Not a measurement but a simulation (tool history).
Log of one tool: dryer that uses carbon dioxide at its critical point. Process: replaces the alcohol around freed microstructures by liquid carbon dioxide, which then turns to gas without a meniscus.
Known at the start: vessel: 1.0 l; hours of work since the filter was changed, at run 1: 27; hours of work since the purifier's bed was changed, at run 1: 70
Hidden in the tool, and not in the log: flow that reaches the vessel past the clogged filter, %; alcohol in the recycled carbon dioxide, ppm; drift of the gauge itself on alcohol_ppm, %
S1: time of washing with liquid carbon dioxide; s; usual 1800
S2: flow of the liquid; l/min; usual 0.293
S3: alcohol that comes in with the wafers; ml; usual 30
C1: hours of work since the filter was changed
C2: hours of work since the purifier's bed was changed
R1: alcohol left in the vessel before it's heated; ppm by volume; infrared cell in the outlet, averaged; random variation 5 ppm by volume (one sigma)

run	hour	S1	S2	S3	C1	C2	R1
1	0.0	1800	0.293	30	27	70	55
2	41.1	1800	0.293	30	40	83	59
3	86.4	1800	0.293	30	55	98	69
4	148.3	1800	0.293	30	75	117	75
5	187.3	1800	0.251	30	87	130	125
6	246.7	1800	0.251	30	107	149	135
7	277.6	1800	0.251	30	117	159	142
8	317.0	2880	0.293	30	129	172	72
9	347.4	2880	0.293	30	139	181	84
10	390.0	2880	0.471	30	153	195	84
# hour 426.4: inlet filter changed
11	440.7	1800	0.293	30	5	211	97
12	498.5	1740	0.293	30	23	230	117
13	555.0	1740	0.293	30	41	248	126
14	613.1	1800	0.293	24	60	267	120
15	661.8	1800	0.293	24	76	282	133
16	693.9	1800	0.293	24	86	293	136
17	723.6	1800	0.293	24	96	302	130
18	778.7	1800	0.293	24	113	320	155
19	840.1	1800	0.210	30	133	340	351
20	892.1	1800	0.293	30	150	356	165
21	918.4	1800	0.293	30	158	365	178
# hour 937.9: inlet filter changed
22	971.6	1800	0.293	30	11	382	170
23	1022.4	2520	0.293	30	27	398	158
24	1061.1	2520	0.293	30	40	411	154
25	1097.2	1980	0.205	23	51	422	260
26	1140.5	1380	0.205	56	65	436	1400
27	1186.1	1380	0.205	56	80	451	1413
28	1221.5	1380	0.205	56	91	462	1437
29	1248.5	1140	0.180	36	100	471	2568
30	1306.5	2820	0.288	99	119	489	198
31	1333.9	1200	0.371	23	127	498	256
32	1361.7	1260	0.371	23	136	507	238
33	1397.3	1500	0.371	87	148	519	255
34	1445.3	1800	0.179	81	163	534	1489
# hour 1450.6: inlet filter changed
35	1478.3	1860	0.244	23	9	544	253
36	1512.3	1860	0.244	23	20	555	249
37	1548.3	1860	0.370	116	31	567	225
38	1608.4	1380	0.323	116	51	586	465
39	1660.2	2460	0.293	99	67	603	243
40	1710.4	2160	0.293	27	84	619	250
41	1768.2	1800	0.293	46	102	638	280
42	1809.2	1800	0.293	96	115	651	326
43	1834.1	1800	0.293	65	123	659	314
44	1867.3	1320	0.448	30	134	670	268
45	1927.9	2520	0.448	30	154	689	253
# hour 1955.4: purifier's bed changed
# hour 1964.5: inlet filter changed
46	1979.6	1680	0.322	52	5	7	35
47	2025.9	2760	0.253	30	20	22	16
48	2059.6	2760	0.253	31	31	33	16

The same runs without the tool's hidden state, with the same run-to-run variation:
run	R1
1	23
2	22
3	25
4	22
5	57
6	58
7	57
8	4
9	12
10	7
11	13
12	26
13	25
14	14
15	23
16	20
17	9
18	28
19	161
20	18
21	23
22	25
23	8
24	0
25	85
26	1072
27	1053
28	1046
29	2059
30	14
31	45
32	30
33	39
34	898
35	48
36	39
37	11
38	205
39	14
40	15
41	30
42	56
43	48
44	15
45	0
46	31
47	6
48	3
